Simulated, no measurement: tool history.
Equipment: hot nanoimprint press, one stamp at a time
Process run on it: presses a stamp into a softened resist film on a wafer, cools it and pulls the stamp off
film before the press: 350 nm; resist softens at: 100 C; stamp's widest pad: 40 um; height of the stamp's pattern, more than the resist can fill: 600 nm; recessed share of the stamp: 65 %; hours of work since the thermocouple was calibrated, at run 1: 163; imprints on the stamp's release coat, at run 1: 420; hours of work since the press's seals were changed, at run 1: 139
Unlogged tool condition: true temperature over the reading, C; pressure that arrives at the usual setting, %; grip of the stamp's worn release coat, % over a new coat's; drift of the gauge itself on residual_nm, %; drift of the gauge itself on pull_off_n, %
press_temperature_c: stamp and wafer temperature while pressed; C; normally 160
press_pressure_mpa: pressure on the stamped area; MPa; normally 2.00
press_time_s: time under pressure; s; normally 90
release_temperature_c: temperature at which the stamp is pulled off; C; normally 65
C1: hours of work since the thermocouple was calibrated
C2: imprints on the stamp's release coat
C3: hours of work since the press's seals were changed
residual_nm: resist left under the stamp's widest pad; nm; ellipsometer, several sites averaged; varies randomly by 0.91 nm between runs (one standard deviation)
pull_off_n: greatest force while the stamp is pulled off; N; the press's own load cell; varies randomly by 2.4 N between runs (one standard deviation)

Run 1, hour 0.0: usual settings; C1 163; C2 420; C3 139. Result: residual_nm 127.8 nm, pull_off_n 130 N.
Run 2, hour 6.9: usual settings; C1 167; C2 446; C3 143. Result: residual_nm 130.3 nm, pull_off_n 126 N.
Run 3, hour 15.8: usual settings; C1 173; C2 480; C3 149. Result: residual_nm 128.9 nm, pull_off_n 135 N.
Run 4, hour 23.4: usual settings but press_temperature_c 152 C; C1 178; C2 509; C3 154. Result: residual_nm 177.1 nm, pull_off_n 132 N.
Run 5, hour 28.5: usual settings but press_temperature_c 152 C; C1 181; C2 528; C3 158. Result: residual_nm 176.7 nm, pull_off_n 134 N.
At hour 41.0: stamp cleaned and given a new release coat.
Run 6, hour 42.0: usual settings but press_pressure_mpa 1.55 MPa; C1 186; C2 4; C3 163. Result: residual_nm 144.8 nm, pull_off_n 110 N.
Run 7, hour 46.2: usual settings but press_pressure_mpa 2.21 MPa; C1 189; C2 20; C3 165. Result: residual_nm 123.4 nm, pull_off_n 111 N.
Run 8, hour 54.2: usual settings but press_pressure_mpa 2.21 MPa, release_temperature_c 72 C; C1 194; C2 51; C3 171. Result: residual_nm 125.8 nm, pull_off_n 93 N.
Run 9, hour 61.6: usual settings; C1 199; C2 79; C3 175. Result: residual_nm 129.6 nm, pull_off_n 114 N.
Run 10, hour 66.2: usual settings; C1 202; C2 96; C3 178. Result: residual_nm 128.6 nm, pull_off_n 118 N.
Run 11, hour 73.7: usual settings; C1 207; C2 125; C3 183. Result: residual_nm 128.8 nm, pull_off_n 116 N.
Run 12, hour 81.5: usual settings; C1 212; C2 155; C3 188. Result: residual_nm 127.9 nm, pull_off_n 117 N.
Run 13, hour 86.8: usual settings but release_temperature_c 72 C; C1 216; C2 175; C3 192. Result: residual_nm 130.0 nm, pull_off_n 99 N.
Run 14, hour 91.9: usual settings; C1 219; C2 195; C3 195. Result: residual_nm 129.2 nm, pull_off_n 119 N.
At hour 95.6: plate thermocouple calibrated.
Run 15, hour 98.7: usual settings; C1 2; C2 209; C3 198. Result: residual_nm 129.0 nm, pull_off_n 120 N.
Run 16, hour 104.1: usual settings but press_time_s 111 s, release_temperature_c 64 C; C1 6; C2 230; C3 201. Result: residual_nm 119.3 nm, pull_off_n 126 N.
Run 17, hour 110.8: usual settings but press_time_s 111 s, release_temperature_c 62 C; C1 10; C2 255; C3 206. Result: residual_nm 118.8 nm, pull_off_n 129 N.
Run 18, hour 118.4: usual settings but press_temperature_c 169 C, press_time_s 111 s, release_temperature_c 55 C; C1 15; C2 284; C3 211. Result: residual_nm 85.9 nm, pull_off_n 149 N.
Run 19, hour 123.5: usual settings but press_temperature_c 170 C, press_time_s 131 s, release_temperature_c 66 C; C1 18; C2 304; C3 214. Result: residual_nm 76.1 nm, pull_off_n 117 N.
Run 20, hour 131.9: usual settings but press_temperature_c 151 C, press_pressure_mpa 1.25 MPa, press_time_s 170 s, release_temperature_c 51 C; C1 24; C2 336; C3 220. Result: residual_nm 178.4 nm, pull_off_n 162 N.
At hour 135.7: plate thermocouple calibrated, once more.
Run 21, hour 141.1: usual settings but press_pressure_mpa 2.17 MPa, release_temperature_c 56 C; C1 4; C2 360; C3 224. Result: residual_nm 122.3 nm, pull_off_n 148 N.
Run 22, hour 146.0: usual settings but press_temperature_c 155 C, press_pressure_mpa 1.35 MPa, press_time_s 47 s, release_temperature_c 51 C; C1 7; C2 378; C3 227. Result: residual_nm 226.1 nm, pull_off_n 160 N.
Run 23, hour 150.9: usual settings but press_temperature_c 170 C, press_pressure_mpa 1.44 MPa, release_temperature_c 56 C; C1 10; C2 397; C3 230. Result: residual_nm 103.8 nm, pull_off_n 145 N.
Run 24, hour 158.3: usual settings but press_temperature_c 170 C, press_pressure_mpa 1.44 MPa, release_temperature_c 56 C; C1 15; C2 425; C3 235. Result: residual_nm 103.1 nm, pull_off_n 150 N.
Run 25, hour 163.3: usual settings but press_temperature_c 168 C, press_pressure_mpa 2.76 MPa; C1 18; C2 445; C3 238. Result: residual_nm 79.3 nm, pull_off_n 128 N.
Run 26, hour 168.7: usual settings but press_temperature_c 158 C, press_pressure_mpa 2.82 MPa, press_time_s 48 s, release_temperature_c 63 C; C1 22; C2 465; C3 242. Result: residual_nm 152.1 nm, pull_off_n 137 N.
Run 27, hour 176.3: usual settings but press_temperature_c 163 C, press_pressure_mpa 3.17 MPa; C1 27; C2 494; C3 247. Result: residual_nm 91.9 nm, pull_off_n 127 N.
Run 28, hour 181.7: usual settings but press_pressure_mpa 1.22 MPa, press_time_s 137 s; C1 30; C2 515; C3 250. Result: residual_nm 134.5 nm, pull_off_n 125 N.
Run 29, hour 185.6: usual settings but press_pressure_mpa 1.22 MPa, press_time_s 137 s; C1 33; C2 530; C3 253. Result: residual_nm 133.6 nm, pull_off_n 129 N.
At hour 197.6: stamp cleaned and given a new release coat.
Run 30, hour 199.8: usual settings but press_temperature_c 165 C, press_pressure_mpa 1.46 MPa, press_time_s 147 s, release_temperature_c 55 C; C1 38; C2 9; C3 258. Result: residual_nm 100.0 nm, pull_off_n 133 N.

Difference, measured minus no-hidden-state, one row per run. Run-to-run variation is common to both terms; the gauge's own scatter need not be:
run  residual_nm  pull_off_n
  1         +2.8         +17
  2         +2.9         +18
  3         +3.0         +20
  4         +4.0         +20
  5         +4.1         +22
  6         +3.1          +1
  7         +3.2          +1
  8         +3.3          +2
  9         +3.3          +4
 10         +3.3          +5
 11         +3.4          +6
 12         +3.4          +7
 13         +3.5          +6
 14         +3.5          +8
 15         +4.3          +9
 16         +4.0         +10
 17         +4.1         +12
 18         +2.8         +15
 19         +2.6         +12
 20         +5.4         +19
 21         +1.6         +16
 22         +1.3         +19
 23         +1.0         +17
 24         +1.0         +19
 25         +1.5         +17
 26         +2.6         +19
 27         +2.1         +18
 28         +1.3         +19
 29         +1.3         +21
 30         +1.2          +0
